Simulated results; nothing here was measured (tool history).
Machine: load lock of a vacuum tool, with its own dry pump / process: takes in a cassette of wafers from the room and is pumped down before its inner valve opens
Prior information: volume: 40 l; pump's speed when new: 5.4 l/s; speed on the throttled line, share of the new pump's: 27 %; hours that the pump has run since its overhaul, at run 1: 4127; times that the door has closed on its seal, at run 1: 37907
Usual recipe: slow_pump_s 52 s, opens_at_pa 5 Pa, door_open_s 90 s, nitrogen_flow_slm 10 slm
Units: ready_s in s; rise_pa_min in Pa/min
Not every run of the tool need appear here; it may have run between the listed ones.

run,day,slow_pump_s,opens_at_pa,door_open_s,nitrogen_flow_slm,hours that the pump has run since its overhaul,times that the door has closed on its seal,"incoming humidity of the room's air, %",ready_s,rise_pa_min
1,0,52,5,90,10,4127,37907,43.6,114.8,0.236
2,18.842,52,5,74,10,4579,38923,45.7,114.8,0.25
3,41.488,52,5,74,10,5122,40144,46.1,114.6,0.262
4,56.917,52,5,114,10,5493,40976,42.8,115.5,0.269
5,82.621,27,5,90,10,6110,42361,42.4,98,0.277
6,108.592,52,5,90,10,6733,43762,43,116.6,0.296
7,119.729,52,5,90,10,7000,44362,41,116.8,0.3
8,134.012,52,5,90,10,7343,45132,46.1,117,0.317
# day 142.633: door's seal changed, seat wiped
9,149.354,52,5,90,10,7710,363,46.5,116.2,0.024
10,161.254,52,5,90,10,7995,1004,41.8,116.8,0.021
11,185.812,90,5,90,10,8585,2328,46.1,145.4,0.031
12,209.938,52,9,90,10,9164,3629,45.8,113.7,0.03
13,226.058,52,5,90,5,9551,4498,46.7,118.9,0.044
14,247.662,52,5,234,10,10069,5662,43.8,118.4,0.056
# day 261.308: dry pump taken out, an overhauled one fitted
15,270.904,52,5,234,10,230,6902,45.9,112.3,0.058
16,285.183,52,5,90,10,573,7671,45.2,112.8,0.042
17,305.758,31,5,90,10,1067,8781,41.3,98.1,0.044
18,319.321,31,5,90,10,1392,9512,46.2,97.3,0.049
19,339.958,31,5,90,10,1888,10625,44.1,99,0.047
20,360.092,31,5,90,10,2371,11710,42.4,98.7,0.053
21,374.846,31,5,90,10,2725,12505,42.8,100.3,0.058
22,398.429,98,9,27,10,3291,13776,45.5,143.5,0.052
23,410.721,57,6,27,10,3586,14439,48.2,119,0.057
24,432.504,28,5,90,10,4109,15614,43.8,97.4,0.07
25,448.517,45,5,168,12,4493,16477,47.1,112,0.084
26,471.446,80,6,99,7,5043,17713,43.7,134.3,0.091
27,494.433,48,6,52,7,5595,18952,42.3,112.1,0.087
28,519.054,75,5,35,7,6186,20279,46.6,134.9,0.092
29,534.888,66,5,90,8,6566,21133,41.9,127.4,0.105
30,547.612,35,5,28,29,6871,21819,43.8,105.5,0.094
31,561.721,35,5,28,29,7210,22579,43.1,105.3,0.096
32,576.508,35,10,28,23,7565,23377,43.9,100.6,0.1
33,591.896,52,5,82,34,7934,24206,40.7,118.9,0.105
34,611.112,52,5,82,34,8395,25242,48.5,120.6,0.111
35,632.875,52,5,160,5,8918,26415,45.3,120,0.155
36,649.696,57,5,90,10,9321,27322,47.1,122.4,0.146
37,671.079,57,5,90,10,9835,28475,43.7,124.3,0.148

4 ways to go on from here, each from the tool as it stands after run 37. What would each give?
A,694.038,57,5,90,32,10385,29712,43,?,?
B,694.038,49,5,90,10,10385,29712,45.4,?,?
C,694.038,57,7,90,4,10385,29712,45.5,?,?
D,694.038,57,5,195,10,10385,29712,42.9,?,?

run,ready_s,rise_pa_min
A,125.5,0.144
B,119.3,0.154
C,121.4,0.163
D,125.3,0.169
What these runs would have given with no unlogged condition in the tool:
run,ready_s,rise_pa_min
A,116.1,0.009
B,109.7,0.018
C,112.6,0.029
D,116,0.037
